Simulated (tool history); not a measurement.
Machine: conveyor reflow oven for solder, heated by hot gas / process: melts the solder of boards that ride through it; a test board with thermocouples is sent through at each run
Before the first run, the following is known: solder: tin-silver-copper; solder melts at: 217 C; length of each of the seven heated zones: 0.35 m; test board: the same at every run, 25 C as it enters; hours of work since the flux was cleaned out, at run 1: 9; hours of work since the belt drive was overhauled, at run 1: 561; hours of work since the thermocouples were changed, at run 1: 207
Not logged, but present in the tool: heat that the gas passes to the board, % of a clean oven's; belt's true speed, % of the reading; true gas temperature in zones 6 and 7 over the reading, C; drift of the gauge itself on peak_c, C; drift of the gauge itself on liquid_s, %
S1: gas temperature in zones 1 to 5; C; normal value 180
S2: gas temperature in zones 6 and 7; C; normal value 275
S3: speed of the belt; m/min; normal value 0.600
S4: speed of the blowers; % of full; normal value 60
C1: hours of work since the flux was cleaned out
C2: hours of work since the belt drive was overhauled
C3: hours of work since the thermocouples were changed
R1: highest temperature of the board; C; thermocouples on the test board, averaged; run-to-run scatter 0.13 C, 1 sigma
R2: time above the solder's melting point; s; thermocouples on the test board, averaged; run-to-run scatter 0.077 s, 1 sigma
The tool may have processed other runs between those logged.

Run 1, day 0.000: usual settings; C1 9; C2 561; C3 207. Result: R1 258.5 C, R2 59.08 s.
Run 2, day 2.500: usual settings but S4 69 % of full; C1 53; C2 605; C3 251. Result: R1 260.6 C, R2 60.50 s.
Run 3, day 4.996: usual settings but S4 69 % of full; C1 96; C2 648; C3 294. Result: R1 260.1 C, R2 60.20 s.
Run 4, day 7.283: usual settings but S4 69 % of full; C1 136; C2 688; C3 334. Result: R1 259.6 C, R2 60.07 s.
At day 8.871: flux residue cleaned out of gas plates and filters.
Run 5, day 10.400: usual settings but S4 69 % of full; C1 27; C2 739; C3 385. Result: R1 258.3 C, R2 59.41 s.
Run 6, day 13.004: usual settings but S4 65 % of full; C1 72; C2 785; C3 430. Result: R1 257.0 C, R2 58.43 s.
Run 7, day 15.033: usual settings; C1 108; C2 820; C3 466. Result: R1 255.3 C, R2 57.11 s.
At day 18.154: flux residue cleaned out of gas plates and filters.
Run 8, day 18.350: usual settings but S1 185 C; C1 3; C2 874; C3 520. Result: R1 259.1 C, R2 61.83 s.
At day 20.471: flux residue cleaned out of gas plates and filters, once more.
Run 9, day 21.017: usual settings but S1 185 C; C1 10; C2 917; C3 563. Result: R1 259.1 C, R2 61.73 s.
Run 10, day 22.492: usual settings; C1 35; C2 943; C3 589. Result: R1 258.0 C, R2 59.36 s.
Run 11, day 23.858: usual settings; C1 59; C2 967; C3 613. Result: R1 257.6 C, R2 59.17 s.
Run 12, day 26.567: usual settings; C1 106; C2 1014; C3 660. Result: R1 257.4 C, R2 58.94 s.
At day 29.925: flux residue cleaned out of gas plates and filters.
At day 30.067: thermocouples of zones 6 and 7 changed.
Run 13, day 30.067: usual settings; C1 1; C2 1070; C3 0. Result: R1 259.8 C, R2 60.55 s.
At day 31.704: belt drive overhauled, speed set with a stopwatch.
Run 14, day 33.504: usual settings; C1 58; C2 32; C3 57. Result: R1 258.3 C, R2 57.86 s.
Run 15, day 35.292: usual settings but S2 264 C; C1 89; C2 63; C3 88. Result: R1 248.2 C, R2 51.75 s.
Run 16, day 38.279: usual settings but S2 281 C, S3 0.718 m/min; C1 142; C2 115; C3 141. Result: R1 255.8 C, R2 46.03 s.
At day 39.488: flux residue cleaned out of gas plates and filters.
Run 17, day 40.596: usual settings but S1 195 C, S2 280 C, S3 0.652 m/min, S4 65 % of full; C1 19; C2 152; C3 177. Result: R1 264.1 C, R2 61.41 s.
Run 18, day 42.138: usual settings but S1 195 C, S2 280 C, S3 0.652 m/min, S4 65 % of full; C1 46; C2 179; C3 204. Result: R1 264.1 C, R2 61.38 s.
Run 19, day 45.129: usual settings but S1 195 C, S2 280 C, S3 0.652 m/min, S4 65 % of full; C1 99; C2 231; C3 257. Result: R1 263.6 C, R2 61.32 s.
Run 20, day 47.992: usual settings but S1 195 C, S2 280 C, S3 0.652 m/min, S4 65 % of full; C1 149; C2 281; C3 307. Result: R1 263.0 C, R2 61.08 s.
At day 48.804: flux residue cleaned out of gas plates and filters.
Run 21, day 51.429: usual settings but S1 195 C, S2 280 C, S3 0.652 m/min, S4 65 % of full; C1 46; C2 337; C3 363. Result: R1 263.9 C, R2 61.64 s.
Run 22, day 54.300: usual settings but S1 195 C, S2 280 C, S3 0.652 m/min, S4 65 % of full; C1 96; C2 388; C3 413. Result: R1 263.7 C, R2 61.41 s.
Run 23, day 55.762: usual settings but S1 195 C, S2 269 C, S3 0.675 m/min, S4 80 % of full; C1 122; C2 413; C3 439. Result: R1 256.1 C, R2 56.52 s.
At day 58.192: flux residue cleaned out of gas plates and filters.
Run 24, day 58.317: usual settings but S1 195 C, S2 269 C, S3 0.675 m/min, S4 80 % of full; C1 2; C2 454; C3 480. Result: R1 256.8 C, R2 57.21 s.
Run 25, day 61.025: usual settings but S1 195 C, S2 269 C, S3 0.678 m/min, S4 54 % of full; C1 50; C2 502; C3 527. Result: R1 249.8 C, R2 51.72 s.
Run 26, day 63.508: usual settings but S2 286 C, S3 0.662 m/min, S4 54 % of full; C1 93; C2 545; C3 571. Result: R1 260.8 C, R2 53.78 s.
Run 27, day 65.012: usual settings but S2 277 C, S3 0.662 m/min, S4 69 % of full; C1 119; C2 571; C3 597. Result: R1 258.1 C, R2 52.84 s.
At day 67.504: flux residue cleaned out of gas plates and filters.
Run 28, day 67.538: usual settings but S2 277 C, S3 0.662 m/min, S4 69 % of full; C1 1; C2 612; C3 637. Result: R1 259.4 C, R2 54.02 s.
Run 29, day 70.400: usual settings but S2 277 C, S3 0.662 m/min, S4 59 % of full; C1 51; C2 662; C3 687. Result: R1 255.6 C, R2 51.53 s.
At day 72.242: thermocouples of zones 6 and 7 changed.
Run 30, day 73.775: usual settings but S2 277 C, S3 0.662 m/min, S4 59 % of full; C1 108; C2 719; C3 27. Result: R1 256.4 C, R2 52.02 s.

What would each run have given without the hidden state, its run-to-run variation left as it was?
run     R1     R2
  1  259.0  58.35
  2  261.6  59.95
  3  261.5  59.83
  4  261.4  59.91
  5  261.3  60.01
  6  260.4  59.34
  7  258.9  58.31
  8  259.9  60.64
  9  260.0  60.54
 10  259.1  58.37
 11  258.9  58.30
 12  259.2  58.31
 13  259.2  58.35
 14  259.1  58.29
 15  249.3  52.58
 16  257.7  47.08
 17  264.8  61.36
 18  265.0  61.41
 19  265.1  61.51
 20  264.9  61.44
 21  264.9  61.43
 22  265.1  61.36
 23  257.9  56.78
 24  257.7  56.84
 25  250.9  51.71
 26  262.4  53.86
 27  260.3  53.21
 28  260.3  53.47
 29  256.9  51.28
 30  256.9  51.32
